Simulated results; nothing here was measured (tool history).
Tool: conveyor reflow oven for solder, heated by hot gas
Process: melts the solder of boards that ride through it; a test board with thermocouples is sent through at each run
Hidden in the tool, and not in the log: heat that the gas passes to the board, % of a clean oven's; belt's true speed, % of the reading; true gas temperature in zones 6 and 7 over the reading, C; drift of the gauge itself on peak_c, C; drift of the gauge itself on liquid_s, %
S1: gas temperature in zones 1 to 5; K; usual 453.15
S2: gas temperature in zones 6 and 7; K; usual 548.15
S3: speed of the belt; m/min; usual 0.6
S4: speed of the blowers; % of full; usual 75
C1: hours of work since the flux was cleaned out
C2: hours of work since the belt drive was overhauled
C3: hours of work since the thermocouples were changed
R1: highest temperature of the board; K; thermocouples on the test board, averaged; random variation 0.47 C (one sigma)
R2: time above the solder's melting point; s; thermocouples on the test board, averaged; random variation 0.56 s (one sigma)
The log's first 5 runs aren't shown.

| run | hour | S1 | S2 | S3 | S4 | C1 | C2 | C3 | R1 | R2 |
|---|---|---|---|---|---|---|---|---|---|---|
| 6 | 252.9 | 453.15 | 548.15 | 0.6 | 75 | 175 | 868 | 523 | 529.75 | 47.3 |
| 7 | 298.5 | 453.15 | 548.15 | 0.6 | 73 | 196 | 889 | 544 | 527.35 | 47 |
| 8 | 331.1 | 453.15 | 548.15 | 0.6 | 73 | 211 | 904 | 559 | 529.05 | 47.9 |
| 9 | 369.4 | 453.15 | 548.15 | 0.6 | 73 | 228 | 922 | 576 | 527.55 | 47.2 |
| 10 | 416.3 | 453.15 | 548.15 | 0.6 | 73 | 250 | 943 | 598 | 528.15 | 47.4 |
| 11 | 478 | 453.15 | 548.15 | 0.6 | 73 | 278 | 972 | 626 | 528.15 | 48.2 |
|  | 513 | flux residue cleaned out of gas plates and filters |
| 12 | 520.2 | 453.15 | 548.15 | 0.6 | 68 | 3 | 989 | 643 | 526.65 | 46.8 |
| 13 | 571.2 | 457.15 | 548.15 | 0.6 | 68 | 27 | 1012 | 667 | 528.05 | 48.6 |
| 14 | 627.8 | 453.15 | 548.15 | 0.692 | 75 | 53 | 1038 | 693 | 523.85 | 37.7 |
| 15 | 656.9 | 453.15 | 548.15 | 0.607 | 75 | 66 | 1052 | 706 | 528.75 | 46.5 |
| 16 | 707 | 453.15 | 548.15 | 0.607 | 75 | 89 | 1075 | 729 | 529.45 | 47.8 |
| 17 | 751.7 | 458.15 | 556.15 | 0.6 | 56 | 110 | 1095 | 750 | 529.15 | 48.6 |
| 18 | 780.8 | 458.15 | 556.15 | 0.494 | 76 | 123 | 1109 | 763 | 543.25 | 68.1 |
| 19 | 821.4 | 458.15 | 556.15 | 0.486 | 76 | 142 | 1128 | 782 | 543.85 | 68.9 |
| 20 | 864.2 | 458.15 | 537.15 | 0.6 | 75 | 162 | 1147 | 802 | 521.25 | 43.9 |
| 21 | 922.5 | 453.15 | 548.15 | 0.591 | 78 | 189 | 1174 | 829 | 530.35 | 49.7 |
| 22 | 953.9 | 453.15 | 548.15 | 0.664 | 75 | 203 | 1189 | 843 | 524.85 | 41.2 |
| 23 | 1017 | 453.15 | 555.15 | 0.6 | 75 | 232 | 1218 | 872 | 534.95 | 49.5 |
|  | 1040.4 | thermocouples of zones 6 and 7 changed |
| 24 | 1069.5 | 445.15 | 562.15 | 0.6 | 75 | 255 | 1241 | 13 | 539.05 | 49.9 |
| 25 | 1122.8 | 445.15 | 562.15 | 0.6 | 75 | 280 | 1265 | 38 | 539.45 | 50.2 |
|  | 1153.5 | flux residue cleaned out of gas plates and filters |
| 26 | 1154.2 | 461.15 | 548.15 | 0.584 | 75 | 0 | 1278 | 50 | 531.45 | 52.7 |
| 27 | 1194.8 | 444.15 | 561.15 | 0.652 | 63 | 19 | 1296 | 69 | 529.85 | 41.2 |
| 28 | 1241.6 | 444.15 | 561.15 | 0.652 | 63 | 41 | 1318 | 90 | 529.95 | 40 |
| 29 | 1301.2 | 445.15 | 548.15 | 0.596 | 80 | 68 | 1345 | 118 | 528.65 | 46.9 |
| 30 | 1345.5 | 444.15 | 548.15 | 0.6 | 82 | 88 | 1366 | 138 | 528.35 | 45.6 |

5 ways to go on from here, each from the tool as it stands after run 30. What would each give?
| A | 1399.3 | 444.15 | 548.15 | 0.533 | 82 | 113 | 1390 | 163 | ? | ? |
| B | 1399.3 | 448.15 | 554.15 | 0.642 | 82 | 113 | 1390 | 163 | ? | ? |
| C | 1399.3 | 444.15 | 548.15 | 0.512 | 82 | 113 | 1390 | 163 | ? | ? |
| D | 1399.3 | 442.15 | 548.15 | 0.6 | 82 | 113 | 1390 | 163 | ? | ? |
| E | 1399.3 | 444.15 | 548.15 | 0.55 | 76 | 113 | 1390 | 163 | ? | ? |

| run | R1 | R2 |
|---|---|---|
| A | 533.35 | 54.2 |
| B | 532.65 | 44.6 |
| C | 534.95 | 56.6 |
| D | 528.65 | 45.3 |
| E | 530.45 | 50.4 |
Without the tool's hidden state the same runs would have given:
| run | R1 | R2 |
|---|---|---|
| A | 533.45 | 54.2 |
| B | 532.65 | 44.6 |
| C | 534.95 | 56.6 |
| D | 528.65 | 45.4 |
| E | 530.55 | 50.4 |
